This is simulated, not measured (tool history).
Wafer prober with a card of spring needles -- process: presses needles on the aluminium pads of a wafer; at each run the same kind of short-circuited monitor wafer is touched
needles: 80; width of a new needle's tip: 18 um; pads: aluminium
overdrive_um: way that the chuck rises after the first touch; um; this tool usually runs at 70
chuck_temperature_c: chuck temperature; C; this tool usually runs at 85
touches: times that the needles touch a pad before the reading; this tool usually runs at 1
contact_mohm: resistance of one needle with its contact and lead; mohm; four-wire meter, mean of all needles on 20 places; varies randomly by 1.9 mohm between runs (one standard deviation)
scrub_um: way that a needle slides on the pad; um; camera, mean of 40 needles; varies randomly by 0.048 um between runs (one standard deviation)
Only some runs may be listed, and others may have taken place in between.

| run | hour | overdrive_um | chuck_temperature_c | touches | contact_mohm | scrub_um |
|---|---|---|---|---|---|---|
| 1 | 0 | 70 | 85 | 1 | 295 | 13.84 |
|  | 2.5 | tips cleaned on abrasive film |
|  | 16.5 | tips cleaned on abrasive film |
|  | 31.6 | tips cleaned on abrasive film |
|  | 46.1 | tips cleaned on abrasive film |
| 2 | 46.3 | 70 | 85 | 1 | 215 | 13.79 |
|  | 58.4 | tips cleaned on abrasive film |
|  | 72.7 | tips cleaned on abrasive film |
| 3 | 82.2 | 70 | 85 | 1 | 296 | 13.68 |
|  | 85.3 | tips cleaned on abrasive film |
|  | 97.3 | tips cleaned on abrasive film |
|  | 112.4 | tips cleaned on abrasive film |
| 4 | 124.1 | 70 | 85 | 1 | 300 | 13.71 |
|  | 127 | tips cleaned on abrasive film |
|  | 130.3 | height of the first contact set anew |
|  | 142.2 | tips cleaned on abrasive film |
|  | 157.3 | tips cleaned on abrasive film |
|  | 172.4 | tips cleaned on abrasive film |
| 5 | 181.1 | 75 | 85 | 1 | 275 | 15.05 |
|  | 187.2 | tips cleaned on abrasive film |
|  | 199.2 | tips cleaned on abrasive film |
|  | 213.5 | tips cleaned on abrasive film |
| 6 | 221.3 | 75 | 85 | 1 | 274 | 15.13 |
|  | 227.4 | tips cleaned on abrasive film |
|  | 242.4 | tips cleaned on abrasive film |
|  | 256.6 | tips cleaned on abrasive film |
|  | 271.2 | tips cleaned on abrasive film |
| 7 | 272.6 | 70 | 85 | 1 | 232 | 13.95 |
|  | 284.7 | tips cleaned on abrasive film |
|  | 299.2 | tips cleaned on abrasive film |
| 8 | 310 | 70 | 85 | 1 | 300 | 13.92 |
|  | 312.5 | tips cleaned on abrasive film |
|  | 327 | tips cleaned on abrasive film |
|  | 342 | tips cleaned on abrasive film |
| 9 | 352.7 | 70 | 85 | 1 | 306 | 13.88 |
|  | 355.8 | tips cleaned on abrasive film |
|  | 370.2 | tips cleaned on abrasive film |
| 10 | 377.5 | 70 | 85 | 1 | 293 | 13.78 |
|  | 383.6 | tips cleaned on abrasive film |
|  | 398.1 | tips cleaned on abrasive film |
|  | 412.9 | tips cleaned on abrasive film |
|  | 426.6 | tips cleaned on abrasive film |
| 11 | 426.6 | 67 | 29 | 2 | 196 | 13.19 |
|  | 441 | tips cleaned on abrasive film |
|  | 453.1 | tips cleaned on abrasive film |
| 12 | 453.1 | 88 | 61 | 1 | 198 | 17.29 |
|  | 465.1 | tips cleaned on abrasive film |
|  | 479.4 | tips cleaned on abrasive film |
|  | 482.6 | height of the first contact set anew |
|  | 494.2 | tips cleaned on abrasive film |
| 13 | 502.4 | 88 | 61 | 1 | 256 | 17.71 |
|  | 508.5 | tips cleaned on abrasive film |
|  | 523.2 | tips cleaned on abrasive film |
| 14 | 529 | 88 | 61 | 1 | 254 | 17.74 |
|  | 538 | tips cleaned on abrasive film |
|  | 553 | tips cleaned on abrasive film |
|  | 568 | tips cleaned on abrasive film |
|  | 580 | tips cleaned on abrasive film |
| 15 | 583.5 | 62 | 39 | 3 | 221 | 12.4 |

Estimate the outcome of run 16 from the log above:
|  | 594.9 | tips cleaned on abrasive film |
|  | 608.6 | tips cleaned on abrasive film |
|  | 622.8 | tips cleaned on abrasive film |
|  | 637.6 | tips cleaned on abrasive film |
| 16 | 640.9 | 62 | 39 | 3 | ? | ? |

Run 16 yielded contact_mohm 228 mohm, scrub_um 12.33 um.
On a tool with no hidden condition, and with the same random variation, this run would have come out at contact_mohm 195 mohm, scrub_um 12.52 um.
